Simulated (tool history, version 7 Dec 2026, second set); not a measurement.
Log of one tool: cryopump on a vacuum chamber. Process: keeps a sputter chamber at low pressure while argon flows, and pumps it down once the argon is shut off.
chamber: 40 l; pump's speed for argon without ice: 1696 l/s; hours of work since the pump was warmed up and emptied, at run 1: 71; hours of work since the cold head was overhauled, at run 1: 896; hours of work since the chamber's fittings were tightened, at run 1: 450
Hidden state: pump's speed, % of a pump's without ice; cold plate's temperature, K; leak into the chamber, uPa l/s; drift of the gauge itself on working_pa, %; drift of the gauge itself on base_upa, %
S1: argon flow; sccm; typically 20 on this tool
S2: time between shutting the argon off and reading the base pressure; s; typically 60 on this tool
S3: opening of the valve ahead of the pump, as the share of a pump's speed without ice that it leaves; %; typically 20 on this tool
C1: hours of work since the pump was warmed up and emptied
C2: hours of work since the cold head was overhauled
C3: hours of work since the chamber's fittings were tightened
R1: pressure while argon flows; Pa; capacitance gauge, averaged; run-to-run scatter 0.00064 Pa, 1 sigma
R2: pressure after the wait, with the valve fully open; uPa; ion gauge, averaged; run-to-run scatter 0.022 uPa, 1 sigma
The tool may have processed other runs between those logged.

{"run": 1, "hour": 0.0, "S1": 20, "S2": 60, "S3": 20, "C1": 71, "C2": 896, "C3": 450, "R1": 0.1008, "R2": 0.73}
{"run": 2, "hour": 18.6, "S1": 20, "S2": 60, "S3": 20, "C1": 86, "C2": 911, "C3": 465, "R1": 0.1001, "R2": 0.75}
{"run": 3, "hour": 48.5, "S1": 20, "S2": 60, "S3": 20, "C1": 110, "C2": 935, "C3": 488, "R1": 0.1001, "R2": 0.8}
{"run": 4, "hour": 78.8, "S1": 20, "S2": 60, "S3": 20, "C1": 134, "C2": 959, "C3": 513, "R1": 0.1003, "R2": 0.75}
{"run": 5, "hour": 100.4, "S1": 20, "S2": 60, "S3": 20, "C1": 151, "C2": 976, "C3": 530, "R1": 0.1009, "R2": 0.75}
{"run": 6, "hour": 132.8, "S1": 20, "S2": 60, "S3": 20, "C1": 177, "C2": 1002, "C3": 556, "R1": 0.1014, "R2": 0.79}
{"run": 7, "hour": 159.5, "S1": 20, "S2": 60, "S3": 20, "C1": 198, "C2": 1023, "C3": 577, "R1": 0.1025, "R2": 0.8}
{"run": 8, "hour": 195.7, "S1": 20, "S2": 60, "S3": 20, "C1": 227, "C2": 1052, "C3": 606, "R1": 0.1021, "R2": 0.81}
{"run": 9, "hour": 226.7, "S1": 20, "S2": 60, "S3": 20, "C1": 252, "C2": 1077, "C3": 631, "R1": 0.1011, "R2": 0.84}
{"run": 10, "hour": 249.4, "S1": 20, "S2": 60, "S3": 20, "C1": 270, "C2": 1095, "C3": 649, "R1": 0.1016, "R2": 0.81}
{"run": 11, "hour": 269.0, "S1": 20, "S2": 60, "S3": 20, "C1": 286, "C2": 1111, "C3": 665, "R1": 0.1014, "R2": 0.82}
{"run": 12, "hour": 296.0, "S1": 20, "S2": 60, "S3": 21, "C1": 307, "C2": 1133, "C3": 686, "R1": 0.0967, "R2": 0.84}
{"run": 13, "hour": 326.8, "S1": 20, "S2": 53, "S3": 20, "C1": 332, "C2": 1157, "C3": 711, "R1": 0.102, "R2": 0.9}
{"run": 14, "hour": 363.1, "S1": 20, "S2": 53, "S3": 20, "C1": 361, "C2": 1186, "C3": 740, "R1": 0.102, "R2": 0.94}
{"run": 15, "hour": 396.6, "S1": 20, "S2": 53, "S3": 20, "C1": 388, "C2": 1213, "C3": 767, "R1": 0.1033, "R2": 0.91}
{"run": 16, "hour": 417.2, "S1": 9, "S2": 39, "S3": 19, "C1": 404, "C2": 1229, "C3": 783, "R1": 0.0491, "R2": 1.12}
{"run": 17, "hour": 451.4, "S1": 20, "S2": 27, "S3": 20, "C1": 432, "C2": 1257, "C3": 810, "R1": 0.1016, "R2": 1.43}
{"run": 18, "hour": 487.0, "S1": 20, "S2": 40, "S3": 20, "C1": 460, "C2": 1285, "C3": 839, "R1": 0.1018, "R2": 1.1}
{"run": 19, "hour": 504.8, "S1": 20, "S2": 186, "S3": 20, "C1": 474, "C2": 1299, "C3": 853, "R1": 0.1038, "R2": 0.65}
{"run": 20, "hour": 522.8, "S1": 20, "S2": 186, "S3": 20, "C1": 489, "C2": 1314, "C3": 868, "R1": 0.1028, "R2": 0.65}
{"run": 21, "hour": 561.6, "S1": 24, "S2": 60, "S3": 20, "C1": 520, "C2": 1345, "C3": 899, "R1": 0.1244, "R2": 0.93}
{"run": 22, "hour": 595.5, "S1": 37, "S2": 183, "S3": 20, "C1": 547, "C2": 1372, "C3": 926, "R1": 0.1906, "R2": 0.65}
{"run": 23, "hour": 634.0, "S1": 20, "S2": 60, "S3": 25, "C1": 577, "C2": 1403, "C3": 956, "R1": 0.0829, "R2": 0.96}
{"run": 24, "hour": 660.2, "S1": 20, "S2": 60, "S3": 25, "C1": 598, "C2": 1424, "C3": 977, "R1": 0.0845, "R2": 1.01}
{"run": 25, "hour": 695.4, "S1": 20, "S2": 60, "S3": 51, "C1": 627, "C2": 1452, "C3": 1005, "R1": 0.0427, "R2": 1}
{"run": 26, "hour": 713.2, "S1": 14, "S2": 60, "S3": 51, "C1": 641, "C2": 1466, "C3": 1020, "R1": 0.0298, "R2": 0.98}
{"run": 27, "hour": 747.2, "S1": 32, "S2": 60, "S3": 20, "C1": 668, "C2": 1493, "C3": 1047, "R1": 0.1664, "R2": 1.01}

Here are 4 independent what-if runs from the current tool condition. What would each one return?
{"run": "A", "hour": 774.6, "S1": 9, "S2": 60, "S3": 20, "C1": 690, "C2": 1515, "C3": 1069, "R1": "?", "R2": "?"}
{"run": "B", "hour": 774.6, "S1": 23, "S2": 119, "S3": 21, "C1": 690, "C2": 1515, "C3": 1069, "R1": "?", "R2": "?"}
{"run": "C", "hour": 774.6, "S1": 32, "S2": 21, "S3": 27, "C1": 690, "C2": 1515, "C3": 1069, "R1": "?", "R2": "?"}
{"run": "D", "hour": 774.6, "S1": 20, "S2": 126, "S3": 20, "C1": 690, "C2": 1515, "C3": 1069, "R1": "?", "R2": "?"}

run=A R1=0.0472 R2=1.01
run=B R1=0.1147 R2=0.8
run=C R1=0.1255 R2=1.75
run=D R1=0.1031 R2=0.81
Stripped of hidden state, with their random variation kept, the same runs would have yielded:
run=A R1=0.0453 R2=0.57
run=B R1=0.1097 R2=0.37
run=C R1=0.1185 R2=1.32
run=D R1=0.0987 R2=0.38
